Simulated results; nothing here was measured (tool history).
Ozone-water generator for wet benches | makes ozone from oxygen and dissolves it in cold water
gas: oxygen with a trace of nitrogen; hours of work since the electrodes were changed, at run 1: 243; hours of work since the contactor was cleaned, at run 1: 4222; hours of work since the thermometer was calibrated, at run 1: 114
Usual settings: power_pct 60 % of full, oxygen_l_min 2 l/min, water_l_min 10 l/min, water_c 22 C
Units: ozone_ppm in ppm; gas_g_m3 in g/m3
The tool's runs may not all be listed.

run    hour  power_pct  oxygen_l_min  water_l_min  water_c  hours of work since the electrodes were changed  hours of work since the contactor was cleaned  hours of work since the thermometer was calibrated  ozone_ppm  gas_g_m3
  1       0         60             2           10       22                                              243                                           4222                                                 114       17.7     226.9
  2    82.7         60             2           10       22                                              301                                           4280                                                 172       17.9     226.7
  3   151.6         60             2           10       22                                              350                                           4329                                                 220       17.9     227.5
  4   209.1         60             2           10       16                                              390                                           4369                                                 261       19.4     226.7
  5   276.8         60             2           10       16                                              438                                           4417                                                 309       19.2     227.5
  6   362.5         60          1.57           10       16                                              498                                           4477                                                 369       17.9     249.3
  7   420.9         60          1.57           10       16                                              539                                           4518                                                 410         18     247.8
  8   501.9         60          1.57           10       16                                              596                                           4575                                                 467       18.1     245.8
  9   555.3         60             2           10       17                                              634                                           4613                                                 505       19.2     228.3
 10     591         60          1.95           10       22                                              659                                           4638                                                 530       17.8     229.8
 11   658.6         60          1.95           10       22                                              707                                           4686                                                 577       17.8     227.1
 12   700.1         60          1.95           10       22                                              736                                           4715                                                 607       17.7     227.7
 13   774.6         60             2           10       22                                              788                                           4767                                                 659       17.9       227
 14   853.1         60          1.48           10       22                                              844                                           4823                                                 714       16.6     253.1
 15   914.2         60          1.48            6       22                                              887                                           4866                                                 757       26.2     253.7
 16   974.5         93          3.25           10       20                                              929                                           4908                                                 800       26.5     247.4
 17  1020.7         83          2.98           10       16                                              962                                           4941                                                 832         26     239.7
 18  1103.4         47             2            9       22                                             1020                                           4999                                                 891       16.8     191.1
 19  1189.9         60          1.85           13       22                                             1081                                           5060                                                 951       13.5     235.3
 20  1232.7         60          1.85           13       22                                             1111                                           5090                                                 982       13.5       231
 21  1274.8         60          1.85           13       22                                             1140                                           5119                                                1011       13.6       233
 22    1320         60          1.85           15       22                                             1172                                           5151                                                1043       11.8       233
 23  1397.6         60          1.85           14       22                                             1227                                           5206                                                1098       12.7     233.2
 24  1478.3         60          1.85           14       22                                             1284                                           5263                                                1155       12.6     233.9
 25  1519.4         78             2           14       22                                             1313                                           5292                                                1184       15.3     265.8
 26  1560.6         78             2           14       22                                             1342                                           5321                                                1213       15.3     267.7
 27  1643.1         46             2           10       22                                             1400                                           5379                                                1271       15.3     190.5

Forecast each of these 4 alternatives for the next run:
  A  1721.6         53          1.04           11       22                                             1455                                           5434                                                1326          ?         ?
  B  1721.6         60          2.68           10       22                                             1455                                           5434                                                1326          ?         ?
  C  1721.6         66             2           10       22                                             1455                                           5434                                                1326          ?         ?
  D  1721.6         82             2           10       22                                             1455                                           5434                                                1326          ?         ?

run  ozone_ppm  gas_g_m3
  A       12.4     267.1
  B       18.8     201.8
  C       19.3     239.6
  D       21.8       276
Without the tool's hidden state the same runs would have given:
run  ozone_ppm  gas_g_m3
  A       12.4     267.1
  B       18.8     201.8
  C       19.3     239.7
  D       21.8     276.1

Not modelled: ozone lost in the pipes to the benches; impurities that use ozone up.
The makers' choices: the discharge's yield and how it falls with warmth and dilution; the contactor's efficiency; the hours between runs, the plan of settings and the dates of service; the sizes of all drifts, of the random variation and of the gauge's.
